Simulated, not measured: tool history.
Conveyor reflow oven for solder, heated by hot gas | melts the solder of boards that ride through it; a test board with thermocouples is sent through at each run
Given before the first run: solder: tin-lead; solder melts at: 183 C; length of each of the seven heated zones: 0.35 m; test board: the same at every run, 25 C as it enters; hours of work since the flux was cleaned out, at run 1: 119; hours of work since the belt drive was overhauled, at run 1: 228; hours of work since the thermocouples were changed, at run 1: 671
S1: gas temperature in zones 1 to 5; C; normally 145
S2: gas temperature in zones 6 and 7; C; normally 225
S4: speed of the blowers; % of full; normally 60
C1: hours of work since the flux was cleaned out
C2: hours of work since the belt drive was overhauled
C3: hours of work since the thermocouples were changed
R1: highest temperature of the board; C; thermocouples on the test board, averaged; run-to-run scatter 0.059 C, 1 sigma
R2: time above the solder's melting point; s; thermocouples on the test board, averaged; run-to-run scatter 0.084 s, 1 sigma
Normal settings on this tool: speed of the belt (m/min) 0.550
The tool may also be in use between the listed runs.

{"run": 1, "hour": 0.0, "S1": 145, "S2": 225, "speed of the belt (m/min)": 0.55, "S4": 60, "C1": 119, "C2": 228, "C3": 671, "R1": 213.07, "R2": 57.1}
{"run": 2, "hour": 8.6, "S1": 145, "S2": 225, "speed of the belt (m/min)": 0.55, "S4": 60, "C1": 123, "C2": 232, "C3": 675, "R1": 213.03, "R2": 57.23}
{"run": 3, "hour": 13.3, "S1": 145, "S2": 225, "speed of the belt (m/min)": 0.55, "S4": 60, "C1": 125, "C2": 235, "C3": 677, "R1": 213.01, "R2": 57.15}
{"run": 4, "hour": 21.9, "S1": 145, "S2": 225, "speed of the belt (m/min)": 0.55, "S4": 60, "C1": 130, "C2": 239, "C3": 682, "R1": 213.04, "R2": 57.34}
{"run": 5, "hour": 32.9, "S1": 138, "S2": 225, "speed of the belt (m/min)": 0.55, "S4": 60, "C1": 135, "C2": 244, "C3": 687, "R1": 211.96, "R2": 53.39}
{"run": 6, "hour": 42.6, "S1": 145, "S2": 225, "speed of the belt (m/min)": 0.55, "S4": 60, "C1": 140, "C2": 249, "C3": 692, "R1": 213.03, "R2": 57.17}
{"run": 7, "hour": 51.5, "S1": 145, "S2": 225, "speed of the belt (m/min)": 0.55, "S4": 60, "C1": 144, "C2": 254, "C3": 696, "R1": 213.05, "R2": 56.96}
{"run": 8, "hour": 59.5, "S1": 145, "S2": 225, "speed of the belt (m/min)": 0.55, "S4": 60, "C1": 148, "C2": 258, "C3": 700, "R1": 213.0, "R2": 57.24}
{"hour": 70.7, "done": "flux residue cleaned out of gas plates and filters"}
{"run": 9, "hour": 75.2, "S1": 145, "S2": 225, "speed of the belt (m/min)": 0.557, "S4": 60, "C1": 2, "C2": 263, "C3": 705, "R1": 213.16, "R2": 56.54}
{"run": 10, "hour": 86.4, "S1": 145, "S2": 225, "speed of the belt (m/min)": 0.626, "S4": 60, "C1": 8, "C2": 268, "C3": 711, "R1": 209.9, "R2": 46.74}
{"run": 11, "hour": 96.8, "S1": 145, "S2": 225, "speed of the belt (m/min)": 0.626, "S4": 60, "C1": 13, "C2": 274, "C3": 716, "R1": 209.91, "R2": 46.83}
{"run": 12, "hour": 107.9, "S1": 145, "S2": 225, "speed of the belt (m/min)": 0.55, "S4": 60, "C1": 18, "C2": 279, "C3": 722, "R1": 213.44, "R2": 57.62}
{"run": 13, "hour": 112.9, "S1": 145, "S2": 225, "speed of the belt (m/min)": 0.55, "S4": 85, "C1": 21, "C2": 282, "C3": 724, "R1": 217.42, "R2": 61.83}
{"run": 14, "hour": 121.0, "S1": 145, "S2": 225, "speed of the belt (m/min)": 0.55, "S4": 85, "C1": 25, "C2": 285, "C3": 728, "R1": 217.32, "R2": 61.88}
{"run": 15, "hour": 132.3, "S1": 145, "S2": 225, "speed of the belt (m/min)": 0.55, "S4": 85, "C1": 30, "C2": 291, "C3": 734, "R1": 217.39, "R2": 61.89}
{"run": 16, "hour": 138.9, "S1": 145, "S2": 225, "speed of the belt (m/min)": 0.55, "S4": 60, "C1": 34, "C2": 294, "C3": 737, "R1": 213.51, "R2": 57.66}
{"run": 17, "hour": 145.0, "S1": 145, "S2": 225, "speed of the belt (m/min)": 0.55, "S4": 60, "C1": 37, "C2": 297, "C3": 740, "R1": 213.42, "R2": 57.6}
{"run": 18, "hour": 151.2, "S1": 149, "S2": 225, "speed of the belt (m/min)": 0.55, "S4": 60, "C1": 40, "C2": 300, "C3": 743, "R1": 213.99, "R2": 59.85}
{"run": 19, "hour": 160.2, "S1": 149, "S2": 225, "speed of the belt (m/min)": 0.545, "S4": 60, "C1": 44, "C2": 305, "C3": 747, "R1": 214.22, "R2": 60.75}
{"run": 20, "hour": 171.1, "S1": 145, "S2": 225, "speed of the belt (m/min)": 0.577, "S4": 60, "C1": 50, "C2": 310, "C3": 753, "R1": 212.16, "R2": 53.69}
{"run": 21, "hour": 180.3, "S1": 145, "S2": 225, "speed of the belt (m/min)": 0.577, "S4": 60, "C1": 54, "C2": 315, "C3": 757, "R1": 212.15, "R2": 53.56}
{"run": 22, "hour": 191.0, "S1": 149, "S2": 225, "speed of the belt (m/min)": 0.577, "S4": 53, "C1": 59, "C2": 320, "C3": 763, "R1": 211.29, "R2": 53.81}
{"run": 23, "hour": 196.2, "S1": 149, "S2": 225, "speed of the belt (m/min)": 0.577, "S4": 53, "C1": 62, "C2": 323, "C3": 765, "R1": 211.27, "R2": 53.95}
{"run": 24, "hour": 204.6, "S1": 149, "S2": 225, "speed of the belt (m/min)": 0.577, "S4": 53, "C1": 66, "C2": 327, "C3": 769, "R1": 211.18, "R2": 53.99}
{"run": 25, "hour": 213.8, "S1": 149, "S2": 225, "speed of the belt (m/min)": 0.577, "S4": 53, "C1": 71, "C2": 331, "C3": 774, "R1": 211.23, "R2": 53.97}
{"run": 26, "hour": 223.0, "S1": 136, "S2": 225, "speed of the belt (m/min)": 0.55, "S4": 60, "C1": 75, "C2": 336, "C3": 778, "R1": 211.99, "R2": 52.76}
{"run": 27, "hour": 230.7, "S1": 136, "S2": 225, "speed of the belt (m/min)": 0.55, "S4": 60, "C1": 79, "C2": 340, "C3": 782, "R1": 211.93, "R2": 52.69}
{"run": 28, "hour": 236.5, "S1": 136, "S2": 235, "speed of the belt (m/min)": 0.55, "S4": 71, "C1": 82, "C2": 342, "C3": 785, "R1": 223.15, "R2": 61.74}
{"run": 29, "hour": 245.4, "S1": 136, "S2": 235, "speed of the belt (m/min)": 0.55, "S4": 71, "C1": 86, "C2": 347, "C3": 789, "R1": 223.12, "R2": 61.66}
{"run": 30, "hour": 255.0, "S1": 136, "S2": 235, "speed of the belt (m/min)": 0.55, "S4": 71, "C1": 91, "C2": 352, "C3": 794, "R1": 223.19, "R2": 61.66}
{"run": 31, "hour": 264.4, "S1": 136, "S2": 222, "speed of the belt (m/min)": 0.55, "S4": 64, "C1": 96, "C2": 356, "C3": 799, "R1": 210.05, "R2": 51.58}

Measured result minus the same run's result without the hidden state. Both carry the same run-to-run variation, though not necessarily the same gauge scatter:
The hidden state here: heat that the gas passes to the board, % of a clean oven's; belt's true speed, % of the reading; true gas temperature in zones 6 and 7 over the reading, C; drift of the gauge itself on peak_c, C; drift of the gauge itself on liquid_s, %.
run=1 R1=+0.37 R2=+0.25
run=2 R1=+0.37 R2=+0.24
run=3 R1=+0.37 R2=+0.24
run=4 R1=+0.35 R2=+0.23
run=5 R1=+0.30 R2=+0.18
run=6 R1=+0.33 R2=+0.21
run=7 R1=+0.32 R2=+0.19
run=8 R1=+0.32 R2=+0.19
run=9 R1=+0.80 R2=+0.75
run=10 R1=+0.75 R2=+0.71
run=11 R1=+0.74 R2=+0.71
run=12 R1=+0.78 R2=+0.73
run=13 R1=+0.78 R2=+0.60
run=14 R1=+0.78 R2=+0.59
run=15 R1=+0.77 R2=+0.58
run=16 R1=+0.75 R2=+0.70
run=17 R1=+0.74 R2=+0.70
run=18 R1=+0.75 R2=+0.68
run=19 R1=+0.75 R2=+0.68
run=20 R1=+0.70 R2=+0.66
run=21 R1=+0.69 R2=+0.64
run=22 R1=+0.70 R2=+0.69
run=23 R1=+0.69 R2=+0.68
run=24 R1=+0.68 R2=+0.68
run=25 R1=+0.68 R2=+0.67
run=26 R1=+0.65 R2=+0.63
run=27 R1=+0.65 R2=+0.62
run=28 R1=+0.62 R2=+0.50
run=29 R1=+0.60 R2=+0.49
run=30 R1=+0.59 R2=+0.48
run=31 R1=+0.61 R2=+0.57
